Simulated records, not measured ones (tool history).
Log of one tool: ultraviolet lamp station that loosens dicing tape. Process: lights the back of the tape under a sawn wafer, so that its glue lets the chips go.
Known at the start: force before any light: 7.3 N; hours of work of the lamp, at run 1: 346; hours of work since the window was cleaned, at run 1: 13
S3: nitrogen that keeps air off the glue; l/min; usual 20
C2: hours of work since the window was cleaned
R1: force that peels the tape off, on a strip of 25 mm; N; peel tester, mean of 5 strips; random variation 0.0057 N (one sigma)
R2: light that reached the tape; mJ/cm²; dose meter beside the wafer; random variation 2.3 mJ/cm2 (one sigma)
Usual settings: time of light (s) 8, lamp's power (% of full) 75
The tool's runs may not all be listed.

run 1 hour=0 | time_of_light_(s)=8 lamp's_power_(%_of_full)=75 S3=20 | hours_of_work_of_the_lamp=346 C2=13 | R1=0.178 R2=200
run 2 hour=32.5 | time_of_light_(s)=8 lamp's_power_(%_of_full)=75 S3=20 | hours_of_work_of_the_lamp=370 C2=37 | R1=0.172 R2=201
run 3 hour=59.9 | time_of_light_(s)=8 lamp's_power_(%_of_full)=75 S3=20 | hours_of_work_of_the_lamp=391 C2=57 | R1=0.188 R2=200
run 4 hour=88.4 | time_of_light_(s)=8 lamp's_power_(%_of_full)=75 S3=20 | hours_of_work_of_the_lamp=412 C2=79 | R1=0.184 R2=193
run 5 hour=144.2 | time_of_light_(s)=8 lamp's_power_(%_of_full)=75 S3=20 | hours_of_work_of_the_lamp=454 C2=121 | R1=0.189 R2=188
run 6 hour=177.8 | time_of_light_(s)=8 lamp's_power_(%_of_full)=80 S3=20 | hours_of_work_of_the_lamp=479 C2=146 | R1=0.168 R2=196
run 7 hour=228.9 | time_of_light_(s)=8 lamp's_power_(%_of_full)=80 S3=20 | hours_of_work_of_the_lamp=517 C2=184 | R1=0.188 R2=191
run 8 hour=257.7 | time_of_light_(s)=8 lamp's_power_(%_of_full)=80 S3=20 | hours_of_work_of_the_lamp=539 C2=206 | R1=0.177 R2=191
run 9 hour=305.9 | time_of_light_(s)=8 lamp's_power_(%_of_full)=75 S3=20 | hours_of_work_of_the_lamp=575 C2=242 | R1=0.24 R2=177
run 10 hour=342.2 | time_of_light_(s)=8 lamp's_power_(%_of_full)=75 S3=20 | hours_of_work_of_the_lamp=602 C2=269 | R1=0.257 R2=171
run 11 hour=378.6 | time_of_light_(s)=8 lamp's_power_(%_of_full)=75 S3=20 | hours_of_work_of_the_lamp=629 C2=296 | R1=0.264 R2=169
run 12 hour=433.4 | time_of_light_(s)=8 lamp's_power_(%_of_full)=75 S3=20 | hours_of_work_of_the_lamp=670 C2=337 | R1=0.267 R2=168
run 13 hour=471.1 | time_of_light_(s)=8 lamp's_power_(%_of_full)=75 S3=20 | hours_of_work_of_the_lamp=699 C2=365 | R1=0.291 R2=169
-- hour=501.3 window cleaned of glue's vapour
run 14 hour=526.3 | time_of_light_(s)=8 lamp's_power_(%_of_full)=75 S3=30 | hours_of_work_of_the_lamp=739 C2=19 | R1=0.178 R2=180
run 15 hour=555.5 | time_of_light_(s)=5 lamp's_power_(%_of_full)=75 S3=20 | hours_of_work_of_the_lamp=761 C2=41 | R1=0.725 R2=108
run 16 hour=603.2 | time_of_light_(s)=5 lamp's_power_(%_of_full)=63 S3=8 | hours_of_work_of_the_lamp=797 C2=76 | R1=1.915 R2=91
run 17 hour=649.2 | time_of_light_(s)=12 lamp's_power_(%_of_full)=82 S3=8 | hours_of_work_of_the_lamp=831 C2=111 | R1=0.179 R2=283
run 18 hour=676.8 | time_of_light_(s)=12 lamp's_power_(%_of_full)=85 S3=20 | hours_of_work_of_the_lamp=852 C2=131 | R1=0.085 R2=287
run 19 hour=716.8 | time_of_light_(s)=12 lamp's_power_(%_of_full)=85 S3=20 | hours_of_work_of_the_lamp=882 C2=161 | R1=0.096 R2=280
run 20 hour=745.7 | time_of_light_(s)=9 lamp's_power_(%_of_full)=75 S3=24 | hours_of_work_of_the_lamp=904 C2=183 | R1=0.195 R2=183
run 21 hour=796.5 | time_of_light_(s)=13 lamp's_power_(%_of_full)=80 S3=38 | hours_of_work_of_the_lamp=942 C2=221 | R1=0.065 R2=273
run 22 hour=828.2 | time_of_light_(s)=14 lamp's_power_(%_of_full)=82 S3=20 | hours_of_work_of_the_lamp=965 C2=245 | R1=0.08 R2=302
run 23 hour=851.4 | time_of_light_(s)=8 lamp's_power_(%_of_full)=63 S3=20 | hours_of_work_of_the_lamp=983 C2=262 | R1=0.514 R2=132
run 24 hour=879.2 | time_of_light_(s)=8 lamp's_power_(%_of_full)=63 S3=20 | hours_of_work_of_the_lamp=1004 C2=283 | R1=0.539 R2=126
run 25 hour=908.9 | time_of_light_(s)=9 lamp's_power_(%_of_full)=63 S3=20 | hours_of_work_of_the_lamp=1026 C2=305 | R1=0.415 R2=143
run 26 hour=963.7 | time_of_light_(s)=8 lamp's_power_(%_of_full)=88 S3=20 | hours_of_work_of_the_lamp=1067 C2=346 | R1=0.255 R2=170
-- hour=992.1 lamp changed
run 27 hour=992.1 | time_of_light_(s)=8 lamp's_power_(%_of_full)=88 S3=20 | hours_of_work_of_the_lamp=0 C2=367 | R1=0.137 R2=225

Forecast each of these 3 alternatives for the next run:
-- hour=1019.8 window cleaned of glue's vapour
run A hour=1042.6 | time_of_light_(s)=8 lamp's_power_(%_of_full)=75 S3=7 | hours_of_work_of_the_lamp=37 C2=17 | R1=? R2=?
-- hour=1019.8 window cleaned of glue's vapour
run B hour=1042.6 | time_of_light_(s)=8 lamp's_power_(%_of_full)=88 S3=7 | hours_of_work_of_the_lamp=37 C2=17 | R1=? R2=?
-- hour=1019.8 window cleaned of glue's vapour
run C hour=1042.6 | time_of_light_(s)=8 lamp's_power_(%_of_full)=84 S3=34 | hours_of_work_of_the_lamp=37 C2=17 | R1=? R2=?

run=A R1=0.411 R2=210
run=B R1=0.272 R2=253
run=C R1=0.093 R2=240
Without the tool's hidden state the same runs would have given:
run=A R1=0.391 R2=214
run=B R1=0.257 R2=259
run=C R1=0.091 R2=245
